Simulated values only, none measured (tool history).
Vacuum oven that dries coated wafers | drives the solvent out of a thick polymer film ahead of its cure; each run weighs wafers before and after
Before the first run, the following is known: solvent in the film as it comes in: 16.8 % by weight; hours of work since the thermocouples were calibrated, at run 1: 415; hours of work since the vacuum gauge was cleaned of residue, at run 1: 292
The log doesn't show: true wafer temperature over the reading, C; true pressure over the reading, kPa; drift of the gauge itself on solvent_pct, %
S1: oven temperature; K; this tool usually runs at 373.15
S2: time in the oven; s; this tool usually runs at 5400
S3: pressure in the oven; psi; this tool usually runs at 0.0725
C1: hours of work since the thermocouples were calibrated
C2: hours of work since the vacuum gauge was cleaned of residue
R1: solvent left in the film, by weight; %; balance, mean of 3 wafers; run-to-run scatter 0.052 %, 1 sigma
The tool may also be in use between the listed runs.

{"run": 1, "hour": 0.0, "S1": 373.15, "S2": 5400, "S3": 0.0725, "C1": 415, "C2": 292, "R1": 1.67}
{"run": 2, "hour": 8.9, "S1": 373.15, "S2": 5400, "S3": 0.0725, "C1": 419, "C2": 296, "R1": 1.62}
{"run": 3, "hour": 26.8, "S1": 373.15, "S2": 5400, "S3": 0.0725, "C1": 426, "C2": 304, "R1": 1.77}
{"run": 4, "hour": 42.0, "S1": 373.15, "S2": 5400, "S3": 0.0725, "C1": 433, "C2": 310, "R1": 1.77}
{"run": 5, "hour": 58.2, "S1": 373.15, "S2": 5400, "S3": 0.0725, "C1": 440, "C2": 317, "R1": 1.69}
{"run": 6, "hour": 71.7, "S1": 373.15, "S2": 5400, "S3": 0.0725, "C1": 446, "C2": 323, "R1": 1.79}
{"run": 7, "hour": 86.2, "S1": 373.15, "S2": 5820, "S3": 0.0725, "C1": 452, "C2": 329, "R1": 1.49}
{"run": 8, "hour": 107.1, "S1": 373.15, "S2": 5820, "S3": 0.0725, "C1": 461, "C2": 338, "R1": 1.5}
{"run": 9, "hour": 118.2, "S1": 373.15, "S2": 5400, "S3": 0.0846, "C1": 465, "C2": 343, "R1": 1.83}
{"run": 10, "hour": 127.3, "S1": 373.15, "S2": 5400, "S3": 0.0846, "C1": 469, "C2": 346, "R1": 1.79}
{"run": 11, "hour": 140.8, "S1": 370.15, "S2": 5400, "S3": 0.0725, "C1": 475, "C2": 352, "R1": 2.27}
{"run": 12, "hour": 150.8, "S1": 370.15, "S2": 5400, "S3": 0.0725, "C1": 479, "C2": 357, "R1": 2.33}
{"run": 13, "hour": 171.2, "S1": 370.15, "S2": 5400, "S3": 0.0725, "C1": 488, "C2": 365, "R1": 2.23}
{"run": 14, "hour": 181.9, "S1": 370.15, "S2": 5400, "S3": 0.0725, "C1": 493, "C2": 370, "R1": 2.36}
{"hour": 184.6, "done": "vacuum gauge cleaned of residue and calibrated"}
{"run": 15, "hour": 197.1, "S1": 370.15, "S2": 5400, "S3": 0.0725, "C1": 499, "C2": 5, "R1": 2.39}
{"run": 16, "hour": 218.5, "S1": 373.15, "S2": 5400, "S3": 0.1906, "C1": 508, "C2": 15, "R1": 2.45}
{"run": 17, "hour": 232.6, "S1": 373.15, "S2": 5400, "S3": 0.0725, "C1": 514, "C2": 21, "R1": 1.78}
{"run": 18, "hour": 244.9, "S1": 373.15, "S2": 5400, "S3": 0.1176, "C1": 519, "C2": 26, "R1": 2.09}
{"run": 19, "hour": 262.7, "S1": 373.15, "S2": 5400, "S3": 0.0725, "C1": 526, "C2": 33, "R1": 1.76}
{"hour": 276.5, "done": "vacuum gauge cleaned of residue and calibrated, once more"}
{"run": 20, "hour": 284.6, "S1": 373.15, "S2": 5400, "S3": 0.0725, "C1": 535, "C2": 3, "R1": 1.57}
{"run": 21, "hour": 296.2, "S1": 373.15, "S2": 5400, "S3": 0.0725, "C1": 540, "C2": 8, "R1": 1.69}
{"run": 22, "hour": 314.3, "S1": 373.15, "S2": 7140, "S3": 0.0725, "C1": 548, "C2": 16, "R1": 1.02}
{"run": 23, "hour": 332.9, "S1": 373.15, "S2": 5400, "S3": 0.1085, "C1": 556, "C2": 24, "R1": 1.9}
{"run": 24, "hour": 351.2, "S1": 363.15, "S2": 5400, "S3": 0.0725, "C1": 564, "C2": 32, "R1": 3.73}
{"run": 25, "hour": 371.7, "S1": 379.15, "S2": 8160, "S3": 0.0471, "C1": 572, "C2": 41, "R1": 0.38}
{"run": 26, "hour": 389.0, "S1": 366.15, "S2": 5400, "S3": 0.0725, "C1": 580, "C2": 48, "R1": 3.18}
{"run": 27, "hour": 400.0, "S1": 373.15, "S2": 5400, "S3": 0.1369, "C1": 584, "C2": 53, "R1": 2.01}
{"run": 28, "hour": 416.7, "S1": 372.15, "S2": 5400, "S3": 0.105, "C1": 592, "C2": 60, "R1": 2.02}
{"run": 29, "hour": 426.6, "S1": 361.15, "S2": 9060, "S3": 0.1582, "C1": 596, "C2": 64, "R1": 3.03}
{"run": 30, "hour": 439.1, "S1": 361.15, "S2": 9060, "S3": 0.1582, "C1": 601, "C2": 69, "R1": 2.9}
{"run": 31, "hour": 452.8, "S1": 361.15, "S2": 6780, "S3": 0.0512, "C1": 607, "C2": 75, "R1": 3.25}
{"hour": 471.9, "done": "oven's thermocouples calibrated"}
{"run": 32, "hour": 474.9, "S1": 361.15, "S2": 6780, "S3": 0.1355, "C1": 1, "C2": 84, "R1": 3.43}
{"run": 33, "hour": 486.6, "S1": 373.15, "S2": 5400, "S3": 0.1107, "C1": 6, "C2": 89, "R1": 1.65}
{"run": 34, "hour": 503.6, "S1": 376.15, "S2": 3360, "S3": 0.2164, "C1": 14, "C2": 96, "R1": 3.19}
{"run": 35, "hour": 516.7, "S1": 372.15, "S2": 5400, "S3": 0.0725, "C1": 19, "C2": 102, "R1": 1.57}
{"run": 36, "hour": 532.9, "S1": 372.15, "S2": 5400, "S3": 0.0725, "C1": 26, "C2": 109, "R1": 1.68}
{"run": 37, "hour": 548.9, "S1": 372.15, "S2": 5400, "S3": 0.0725, "C1": 33, "C2": 115, "R1": 1.66}
{"run": 38, "hour": 557.7, "S1": 375.15, "S2": 5400, "S3": 0.0725, "C1": 37, "C2": 119, "R1": 1.25}
{"run": 39, "hour": 572.6, "S1": 374.15, "S2": 5400, "S3": 0.0725, "C1": 43, "C2": 125, "R1": 1.27}
{"run": 40, "hour": 589.5, "S1": 374.15, "S2": 5400, "S3": 0.2589, "C1": 50, "C2": 133, "R1": 2.32}
{"run": 41, "hour": 604.0, "S1": 374.15, "S2": 5400, "S3": 0.2589, "C1": 56, "C2": 139, "R1": 2.32}
{"run": 42, "hour": 617.9, "S1": 374.15, "S2": 7680, "S3": 0.2688, "C1": 62, "C2": 145, "R1": 1.8}
{"run": 43, "hour": 628.0, "S1": 373.15, "S2": 5040, "S3": 0.2451, "C1": 67, "C2": 149, "R1": 2.54}
{"run": 44, "hour": 642.9, "S1": 373.15, "S2": 3240, "S3": 0.0698, "C1": 73, "C2": 155, "R1": 3.43}
{"run": 45, "hour": 661.3, "S1": 373.15, "S2": 5400, "S3": 0.0483, "C1": 81, "C2": 163, "R1": 1.4}
{"run": 46, "hour": 680.1, "S1": 373.15, "S2": 5400, "S3": 0.0483, "C1": 89, "C2": 171, "R1": 1.43}

Here are 4 independent what-if runs from the current tool condition. What would each one return?
{"run": "A", "hour": 700.4, "S1": 376.15, "S2": 3420, "S3": 0.2231, "C1": 97, "C2": 180, "R1": "?"}
{"run": "B", "hour": 700.4, "S1": 373.15, "S2": 8040, "S3": 0.0483, "C1": 97, "C2": 180, "R1": "?"}
{"run": "C", "hour": 700.4, "S1": 379.15, "S2": 3360, "S3": 0.0483, "C1": 97, "C2": 180, "R1": "?"}
{"run": "D", "hour": 700.4, "S1": 360.15, "S2": 4140, "S3": 0.1104, "C1": 97, "C2": 180, "R1": "?"}

run=A R1=3.05
run=B R1=0.66
run=C R1=2
run=D R1=5.99
Stripped of hidden state, with their random variation kept, the same runs would have yielded:
run=A R1=2.98
run=B R1=0.61
run=C R1=1.94
run=D R1=5.91
